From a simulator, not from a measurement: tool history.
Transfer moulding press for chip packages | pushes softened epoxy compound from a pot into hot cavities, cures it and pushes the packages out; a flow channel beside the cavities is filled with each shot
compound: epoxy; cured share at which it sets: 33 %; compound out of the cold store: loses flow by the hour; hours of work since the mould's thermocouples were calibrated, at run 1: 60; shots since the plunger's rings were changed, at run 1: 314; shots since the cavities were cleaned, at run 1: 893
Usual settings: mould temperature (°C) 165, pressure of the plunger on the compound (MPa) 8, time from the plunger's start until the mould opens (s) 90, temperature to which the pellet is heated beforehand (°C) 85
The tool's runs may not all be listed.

run     day  mould temperature (°C)  pressure of the plunger on the compound (MPa)  time from the plunger's start until the mould opens (s)  temperature to which the pellet is heated beforehand (°C)  hours of work since the mould's thermocouples were calibrated  shots since the plunger's rings were changed  shots since the cavities were cleaned  incoming compound's hours out of the cold store  length that the compound runs in the flow channel (mm)  greatest force on the pins that push the packages out (N)
  1       0                     165                                              8                                                       90                                                         85                                                             60                                           314                                    893                                             36.6                                                     713                                                        767
      0.992  -- cavities cleaned with cleaning compound and waxed
  2   1.883                     165                                              8                                                       90                                                         85                                                             91                                           928                                    301                                             13.4                                                     821                                                        719
  3   4.308                     165                                              8                                                       90                                                         85                                                            132                                          1745                                   1118                                             45.9                                                     660                                                        774
      4.504  -- cavities cleaned with cleaning compound and waxed
  4   6.192                     165                                              8                                                       90                                                         85                                                            163                                          2359                                    568                                             28.5                                                     732                                                        707
      7.333  -- plunger's sealing rings changed
  5   7.529                     165                                              8                                                       90                                                         84                                                            184                                            66                                    983                                             33.9                                                     726                                                        770
      8.188  -- cavities cleaned with cleaning compound and waxed
  6  10.108                     165                                              8                                                       90                                                         84                                                            227                                           915                                    647                                             46.2                                                     666                                                        711
     10.362  -- mould's thermocouples calibrated
     11.792  -- cavities cleaned with cleaning compound and waxed
  7  12.179                     165                                              8                                                       90                                                         85                                                             30                                          1563                                    130                                             43.2                                                     668                                                        634
  8  14.933                     165                                              8                                                       90                                                         85                                                             77                                          2492                                   1059                                             39.3                                                     675                                                        753
     15.325  -- cavities cleaned with cleaning compound and waxed
     15.562  -- plunger's sealing rings changed
  9  17.771                     165                                              8                                                       90                                                         85                                                            122                                           744                                    789                                             28.9                                                     740                                                        740
     18.967  -- cavities cleaned with cleaning compound and waxed
 10  20.321                     160                                           8.05                                                      107                                                         83                                                            165                                          1583                                    457                                             39.1                                                     706                                                        656
 11  22.067                     160                                           8.05                                                      107                                                         83                                                            195                                          2171                                   1045                                             28.7                                                     747                                                        760
     22.546  -- cavities cleaned with cleaning compound and waxed
     23.688  -- plunger's sealing rings changed
 12  23.929                     160                                            9.9                                                      128                                                         76                                                            223                                            81                                    431                                             26.4                                                     864                                                        585
     26.283  -- cavities cleaned with cleaning compound and waxed
      26.55  -- mould's thermocouples calibrated, once more
 13  26.862                     165                                           9.42                                                      113                                                         85                                                              5                                          1021                                    168                                             28.8                                                     804                                                        518
 14  29.167                     167                                           7.02                                                       86                                                         90                                                             45                                          1797                                    944                                             25.2                                                     692                                                        742
     30.033  -- cavities cleaned with cleaning compound and waxed
     31.825  -- plunger's sealing rings changed
 15  32.062                     165                                           9.61                                                       90                                                         75                                                             91                                            80                                    649                                             35.1                                                     792                                                        733

Forecast each of these 3 alternatives for the next run:
     33.829  -- cavities cleaned with cleaning compound and waxed
  A  34.783                     168                                           9.61                                                       85                                                         75                                                            136                                           976                                    322                                             41.7                                                       ?                                                          ?
     33.829  -- cavities cleaned with cleaning compound and waxed
  B  34.783                     162                                              8                                                       72                                                         85                                                            136                                           976                                    322                                             29.5                                                       ?                                                          ?
     33.829  -- cavities cleaned with cleaning compound and waxed
  C  34.783                     165                                           9.33                                                       90                                                         75                                                            136                                           976                                    322                                             23.9                                                       ?                                                          ?

run  length that the compound runs in the flow channel (mm)  greatest force on the pins that push the packages out (N)
  A                                                     738                                                        597
  B                                                     745                                                       1262
  C                                                     827                                                        686
Without the tool's hidden state the same runs would have given:
run  length that the compound runs in the flow channel (mm)  greatest force on the pins that push the packages out (N)
  A                                                     752                                                        505
  B                                                     758                                                       1078
  C                                                     842                                                        584
